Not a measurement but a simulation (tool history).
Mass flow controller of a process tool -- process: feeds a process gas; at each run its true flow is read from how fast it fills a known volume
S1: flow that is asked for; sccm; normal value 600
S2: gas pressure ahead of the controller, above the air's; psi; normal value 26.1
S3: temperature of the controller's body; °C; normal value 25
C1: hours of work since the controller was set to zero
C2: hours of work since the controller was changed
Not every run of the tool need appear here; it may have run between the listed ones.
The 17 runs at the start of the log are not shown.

Run 18, day 119.762: usual settings but S1 712 sccm; C1 232; C2 5100. Result: true flow (%) 99.14.
Run 19, day 129.083: usual settings but S2 20.7 psi; C1 337; C2 5205. Result: true flow (%) 98.80.
Run 20, day 135.938: usual settings; C1 414; C2 5283. Result: true flow (%) 99.09.
At day 136.425: controller's zero set anew, once more.
Run 21, day 144.471: usual settings; C1 91; C2 5379. Result: true flow (%) 97.35.
Run 22, day 150.612: usual settings but S2 26.5 psi, S3 35 °C; C1 160; C2 5448. Result: true flow (%) 96.50.
Run 23, day 160.138: usual settings but S1 247 sccm, S2 25.5 psi, S3 22 °C; C1 267; C2 5555. Result: true flow (%) 97.25.
Run 24, day 169.192: usual settings but S1 279 sccm, S3 21 °C; C1 369; C2 5657. Result: true flow (%) 97.28.
Run 25, day 174.588: usual settings but S2 21.9 psi; C1 430; C2 5718. Result: true flow (%) 97.16.
Run 26, day 179.438: usual settings but S2 21.9 psi; C1 485; C2 5773. Result: true flow (%) 97.08.
Run 27, day 184.550: usual settings but S1 632 sccm, S2 29.9 psi, S3 23 °C; C1 543; C2 5830. Result: true flow (%) 97.82.
Run 28, day 191.225: usual settings but S2 32.3 psi; C1 618; C2 5906. Result: true flow (%) 97.51.
At day 194.904: controller exchanged for a calibrated one.
Run 29, day 197.775: usual settings but S1 187 sccm, S2 24.9 psi, S3 30 °C; C1 32; C2 32. Result: true flow (%) 98.06.
Run 30, day 205.504: usual settings but S1 187 sccm, S2 24.9 psi, S3 30 °C; C1 119; C2 119. Result: true flow (%) 98.30.
Run 31, day 212.246: usual settings but S1 337 sccm, S2 25.1 psi, S3 36 °C; C1 195; C2 195. Result: true flow (%) 97.77.
Run 32, day 217.975: usual settings but S1 671 sccm, S2 20.9 psi; C1 260; C2 260. Result: true flow (%) 99.09.
Run 33, day 221.883: usual settings but S2 22.9 psi, S3 23 °C; C1 304; C2 304. Result: true flow (%) 99.19.
Run 34, day 228.338: usual settings but S1 207 sccm, S2 23.8 psi, S3 28 °C; C1 377; C2 377. Result: true flow (%) 98.24.
Run 35, day 234.233: usual settings but S1 821 sccm, S2 22.8 psi, S3 23 °C; C1 443; C2 443. Result: true flow (%) 99.59.
Run 36, day 242.021: usual settings but S2 32.3 psi; C1 531; C2 531. Result: true flow (%) 99.46.
Run 37, day 250.250: usual settings but S2 36.8 psi, S3 24 °C; C1 624; C2 624. Result: true flow (%) 99.80.
Run 38, day 257.608: usual settings but S2 36.8 psi, S3 24 °C; C1 707; C2 707. Result: true flow (%) 99.69.
Run 39, day 266.175: usual settings but S2 36.8 psi, S3 24 °C; C1 803; C2 803. Result: true flow (%) 99.62.
Run 40, day 272.717: usual settings but S1 641 sccm, S2 21.3 psi, S3 31 °C; C1 877; C2 877. Result: true flow (%) 98.41.
Run 41, day 280.771: usual settings but S1 270 sccm, S2 38.7 psi, S3 23 °C; C1 968; C2 968. Result: true flow (%) 99.48.
Run 42, day 287.625: usual settings but S3 26 °C; C1 1045; C2 1045. Result: true flow (%) 99.07.

Consider 4 possible next runs. They are alternatives, not a sequence: every one starts from the tool as it was left by run 42. What does each give?
Run A, day 296.158: usual settings but S1 353 sccm, S2 35.0 psi, S3 29 °C; C1 1141; C2 1141. Result: true flow (%) ?.
Run B, day 296.158: usual settings but S3 29 °C; C1 1141; C2 1141. Result: true flow (%) ?.
Run C, day 296.158: usual settings but S1 114 sccm, S2 38.7 psi, S3 30 °C; C1 1141; C2 1141. Result: true flow (%) ?.
Run D, day 296.158: usual settings but S2 30.6 psi; C1 1141; C2 1141. Result: true flow (%) ?.

run  true flow (%)
  A          98.89
  B          98.71
  C          99.50
  D          99.12
Without the tool's unlogged condition, the same runs would have read:
run  true flow (%)
  A          98.80
  B          98.83
  C          98.42
  D          99.24
